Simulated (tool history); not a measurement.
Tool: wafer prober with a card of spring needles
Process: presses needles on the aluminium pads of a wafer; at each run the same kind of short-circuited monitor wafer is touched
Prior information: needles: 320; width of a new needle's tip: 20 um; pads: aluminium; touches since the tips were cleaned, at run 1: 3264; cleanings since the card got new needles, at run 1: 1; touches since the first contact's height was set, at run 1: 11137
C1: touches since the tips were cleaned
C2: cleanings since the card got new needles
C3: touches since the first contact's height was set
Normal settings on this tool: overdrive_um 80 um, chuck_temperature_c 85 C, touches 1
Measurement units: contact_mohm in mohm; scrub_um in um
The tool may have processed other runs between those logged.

Run 1, hour 0: usual settings; C1 3264; C2 1; C3 11137. Result: contact_mohm 182 mohm, scrub_um 16.41 um.
At hour 12.3: tips cleaned on abrasive film.
Run 2, hour 18.4: usual settings; C1 2488; C2 2; C3 18599. Result: contact_mohm 217 mohm, scrub_um 16.43 um.
At hour 31.9: tips cleaned on abrasive film.
Run 3, hour 34.9: usual settings; C1 1187; C2 3; C3 25262. Result: contact_mohm 167 mohm, scrub_um 16.4 um.
At hour 52.6: tips cleaned on abrasive film.
Run 4, hour 57.2: usual settings but overdrive_um 62 um; C1 1886; C2 4; C3 34329. Result: contact_mohm 191 mohm, scrub_um 12.66 um.
Run 5, hour 69.8: usual settings but chuck_temperature_c 26 C; C1 7020; C2 4; C3 39463. Result: contact_mohm 193 mohm, scrub_um 16.39 um.
At hour 72.7: tips cleaned on abrasive film.
At hour 92.6: tips cleaned on abrasive film.
Run 6, hour 93.9: usual settings but chuck_temperature_c 26 C; C1 528; C2 6; C3 49204. Result: contact_mohm 155 mohm, scrub_um 16.34 um.
At hour 113: tips cleaned on abrasive film.
Run 7, hour 116: usual settings but chuck_temperature_c 26 C; C1 1230; C2 7; C3 58177. Result: contact_mohm 159 mohm, scrub_um 16.37 um.
At hour 123.5: tips cleaned on abrasive film, once more.
Run 8, hour 133.6: usual settings but chuck_temperature_c 26 C; C1 4115; C2 8; C3 65303. Result: contact_mohm 180 mohm, scrub_um 16.34 um.
At hour 143.1: tips cleaned on abrasive film.
Run 9, hour 154.1: usual settings but chuck_temperature_c 26 C; C1 4466; C2 9; C3 73604. Result: contact_mohm 186 mohm, scrub_um 16.32 um.
At hour 163.3: tips cleaned on abrasive film.
Run 10, hour 171.5: usual settings; C1 3331; C2 10; C3 80665. Result: contact_mohm 185 mohm, scrub_um 16.35 um.
At hour 183.9: tips cleaned on abrasive film.
Run 11, hour 187.6: usual settings but chuck_temperature_c 48 C; C1 1493; C2 11; C3 87162. Result: contact_mohm 169 mohm, scrub_um 16.27 um.
Run 12, hour 200.7: usual settings; C1 6835; C2 11; C3 92504. Result: contact_mohm 196 mohm, scrub_um 16.34 um.
At hour 204.1: tips cleaned on abrasive film.
Run 13, hour 211.1: usual settings; C1 2855; C2 12; C3 96709. Result: contact_mohm 182 mohm, scrub_um 16.3 um.
At hour 224.4: tips cleaned on abrasive film.
Run 14, hour 235.5: usual settings; C1 4501; C2 13; C3 106604. Result: contact_mohm 188 mohm, scrub_um 16.28 um.
At hour 245.3: tips cleaned on abrasive film.
Run 15, hour 248.4: usual settings; C1 1253; C2 14; C3 111842. Result: contact_mohm 169 mohm, scrub_um 16.3 um.
At hour 265.9: tips cleaned on abrasive film.
Run 16, hour 269: usual settings; C1 1242; C2 15; C3 120182. Result: contact_mohm 169 mohm, scrub_um 16.26 um.
At hour 286.1: tips cleaned on abrasive film.
Run 17, hour 289.9: usual settings; C1 1552; C2 16; C3 128666. Result: contact_mohm 173 mohm, scrub_um 16.27 um.
At hour 306.4: tips cleaned on abrasive film.
Run 18, hour 310.9: usual settings; C1 1837; C2 17; C3 137173. Result: contact_mohm 177 mohm, scrub_um 16.28 um.
Run 19, hour 325.6: usual settings but overdrive_um 98 um, chuck_temperature_c 105 C, touches 3; C1 7838; C2 17; C3 143174. Result: contact_mohm 166 mohm, scrub_um 19.94 um.
At hour 327.3: tips cleaned on abrasive film.
At hour 342.2: height of the first contact set anew.
Run 20, hour 344.8: usual settings but overdrive_um 70 um; C1 7000; C2 18; C3 1043. Result: contact_mohm 212 mohm, scrub_um 14.36 um.
At hour 348.2: tips cleaned on abrasive film.
Run 21, hour 355.7: usual settings but overdrive_um 84 um, chuck_temperature_c 30 C, touches 3; C1 3030; C2 19; C3 5425. Result: contact_mohm 153 mohm, scrub_um 17.2 um.
At hour 368.3: tips cleaned on abrasive film.
Run 22, hour 378.3: usual settings but overdrive_um 85 um, chuck_temperature_c 33 C, touches 3; C1 4080; C2 20; C3 14607. Result: contact_mohm 159 mohm, scrub_um 17.42 um.

Expected results for the next run?
At hour 388.1: tips cleaned on abrasive film.
Run 23, hour 390: usual settings but overdrive_um 66 um, chuck_temperature_c 37 C, touches 2; C1 752; C2 21; C3 19323. Result: contact_mohm ?, scrub_um ?.

{"run 23": {"contact_mohm": 157, "scrub_um": 13.54}}
Without the tool's hidden state the same run would have given contact_mohm 147 mohm, scrub_um 13.57 um.
